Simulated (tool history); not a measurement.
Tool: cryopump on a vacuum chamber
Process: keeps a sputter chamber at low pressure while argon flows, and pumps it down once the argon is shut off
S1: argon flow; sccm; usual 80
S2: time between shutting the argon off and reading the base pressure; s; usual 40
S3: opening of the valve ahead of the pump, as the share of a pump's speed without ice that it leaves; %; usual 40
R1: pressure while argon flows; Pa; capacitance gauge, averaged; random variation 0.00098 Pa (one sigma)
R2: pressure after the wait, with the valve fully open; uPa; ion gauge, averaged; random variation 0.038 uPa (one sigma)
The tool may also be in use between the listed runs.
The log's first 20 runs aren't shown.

Run 21, hour 1410.9: usual settings but S2 146 s, S3 44 %. Result: R1 0.2207 Pa, R2 1.52 uPa.
Run 22, hour 1481.2: usual settings but S1 152 sccm, S2 90 s. Result: R1 0.4617 Pa, R2 1.9 uPa.
At hour 1504.4: pump warmed up, emptied and cooled again.
Run 23, hour 1568.8: usual settings but S1 61 sccm, S2 21 s, S3 50 %. Result: R1 0.1307 Pa, R2 4.59 uPa.
Run 24, hour 1662.9: usual settings but S1 128 sccm, S2 33 s, S3 18 %. Result: R1 0.7603 Pa, R2 3.3 uPa.
Run 25, hour 1731.6: usual settings but S1 128 sccm, S2 125 s, S3 22 %. Result: R1 0.6309 Pa, R2 1.47 uPa.
Run 26, hour 1793.3: usual settings but S1 128 sccm, S2 131 s, S3 32 %. Result: R1 0.4405 Pa, R2 1.49 uPa.
Run 27, hour 1837.7: usual settings but S1 132 sccm, S3 45 %. Result: R1 0.3345 Pa, R2 2.89 uPa.
Run 28, hour 1930.4: usual settings but S1 74 sccm, S2 299 s, S3 45 %. Result: R1 0.1926 Pa, R2 1.31 uPa.
Run 29, hour 2002.6: usual settings but S1 74 sccm, S2 147 s, S3 50 %. Result: R1 0.179 Pa, R2 1.65 uPa.
Run 30, hour 2049.1: usual settings but S1 74 sccm, S2 147 s, S3 50 %. Result: R1 0.1805 Pa, R2 1.61 uPa.
Run 31, hour 2092.7: usual settings but S1 74 sccm, S2 134 s, S3 31 %. Result: R1 0.2785 Pa, R2 1.71 uPa.
At hour 2150: pump warmed up, emptied and cooled again.
Run 32, hour 2161.9: usual settings but S1 74 sccm, S2 134 s, S3 31 %. Result: R1 0.2546 Pa, R2 1.44 uPa.
Run 33, hour 2216.8: usual settings but S3 16 %. Result: R1 0.5338 Pa, R2 2.92 uPa.

3 ways to go on from here, each from the tool as it stands after run 33. What would each give?
Run A, hour 2300.8: usual settings but S1 127 sccm, S2 59 s, S3 15 %. Result: R1 ?, R2 ?.
Run B, hour 2300.8: usual settings but S1 107 sccm, S2 28 s, S3 26 %. Result: R1 ?, R2 ?.
Run C, hour 2300.8: usual settings but S3 43 %. Result: R1 ?, R2 ?.

run      R1    R2
  A  0.9082  2.28
  B   0.443   3.6
  C  0.2039  2.93
Without the tool's hidden state the same runs would have given:
run      R1    R2
  A   0.898  1.51
  B  0.4345  2.84
  C  0.1975  2.16
